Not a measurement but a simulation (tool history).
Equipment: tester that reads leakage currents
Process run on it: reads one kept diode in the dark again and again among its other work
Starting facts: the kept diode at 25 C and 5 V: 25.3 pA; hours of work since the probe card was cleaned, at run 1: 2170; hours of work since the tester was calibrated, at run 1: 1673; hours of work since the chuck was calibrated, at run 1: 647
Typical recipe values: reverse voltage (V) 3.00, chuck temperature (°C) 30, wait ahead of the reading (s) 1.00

run,hour,reverse voltage (V),chuck temperature (°C),wait ahead of the reading (s),hours of work since the probe card was cleaned,hours of work since the tester was calibrated,hours of work since the chuck was calibrated,current that the tester gives (pA)
1,0.0,3.00,30,1.00,2170,1673,647,37.11
2,57.8,3.00,42,1.00,2208,1711,685,87.07
3,128.2,3.00,42,1.00,2255,1757,731,87.10
4,171.0,3.00,42,1.00,2283,1785,759,86.61
5,218.5,3.00,42,1.00,2314,1816,790,86.61
6,276.0,3.00,23,1.00,2352,1854,828,23.13
7,343.4,3.00,23,1.00,2396,1898,872,23.30
8,379.8,3.00,23,1.00,2420,1922,896,23.35
9,444.5,3.00,23,1.00,2463,1965,939,23.47
10,506.3,3.00,23,1.00,2503,2006,979,23.44
11,565.8,3.00,30,1.00,2542,2045,1018,37.55
12,619.7,3.00,30,1.00,2578,2080,1054,37.32
13,689.1,3.00,30,1.53,2623,2126,1100,36.79
# hour 746.3: probe card cleaned and baked
14,754.7,3.00,30,1.53,6,2167,1141,31.13
15,806.6,3.00,30,1.53,40,2201,1175,31.42
16,840.3,3.00,30,1.00,62,2223,1197,31.66
17,873.0,3.00,30,1.00,83,2245,1219,31.46
18,916.6,3.00,30,1.00,112,2273,1247,31.51
19,949.8,16.45,30,1.00,134,2295,1269,57.69
20,998.9,16.45,30,1.00,166,2327,1301,58.13
21,1031.7,18.04,33,0.43,188,2349,1323,82.17
22,1093.7,3.00,25,0.44,228,2390,1364,22.45
23,1163.0,3.00,25,0.44,274,2435,1409,22.44
24,1232.0,2.10,24,0.44,319,2481,1454,18.12
25,1276.4,2.10,24,0.44,348,2510,1484,18.29
26,1338.5,3.00,50,1.00,389,2551,1524,144.41
27,1370.0,1.58,30,5.68,410,2571,1545,25.23
28,1440.9,1.58,30,5.68,457,2618,1592,25.19
29,1485.5,1.58,30,3.14,486,2647,1621,25.28
30,1514.2,1.58,30,3.14,505,2666,1640,25.20
31,1572.8,1.37,39,1.92,543,2705,1678,48.97
32,1621.7,3.00,24,0.75,575,2737,1711,20.48
33,1680.0,1.09,23,0.58,614,2775,1749,13.12
34,1724.5,1.09,23,0.58,643,2804,1778,13.07
35,1792.0,4.46,32,0.48,687,2849,1823,44.16
36,1838.9,9.82,21,0.48,718,2880,1853,31.10
37,1893.6,9.82,21,0.48,754,2916,1889,31.12
38,1955.2,4.81,37,1.00,795,2956,1930,63.93
39,1990.8,3.93,28,0.98,818,2979,1953,30.50

How would selected steps in current that the tester gives (pA) from run to run divide? Give the signed amount a tool lacking its hidden state would still show from settings, what came in and random variation, and the signed amount left for the hidden state, including any gauge scatter that is not in both of the compared results.
Hidden conditions of the tool in this case: stray current of the dirty probe card, pA a volt; current scale over the true one, %; true chuck temperature over the reading, C; drift of the gauge itself on leakage_pa, %.
Run 5 -> 6: chuck temperature (°C) 42 -> 23. current that the tester gives (pA) -63.48: hidden state +3.00, all else -66.48.
Run 25 -> 26: reverse voltage (V) 2.10 -> 3.00, chuck temperature (°C) 24 -> 50, wait ahead of the reading (s) 0.44 -> 1.00. current that the tester gives (pA) +126.12: hidden state -10.17, all else +136.29.
Run 26 -> 27: reverse voltage (V) 3.00 -> 1.58, chuck temperature (°C) 50 -> 30, wait ahead of the reading (s) 1.00 -> 5.68. current that the tester gives (pA) -119.18: hidden state +9.29, all else -128.47.
Run 37 -> 38: reverse voltage (V) 9.82 -> 4.81, chuck temperature (°C) 21 -> 37, wait ahead of the reading (s) 0.48 -> 1.00. current that the tester gives (pA) +32.81: hidden state -7.10, all else +39.91.
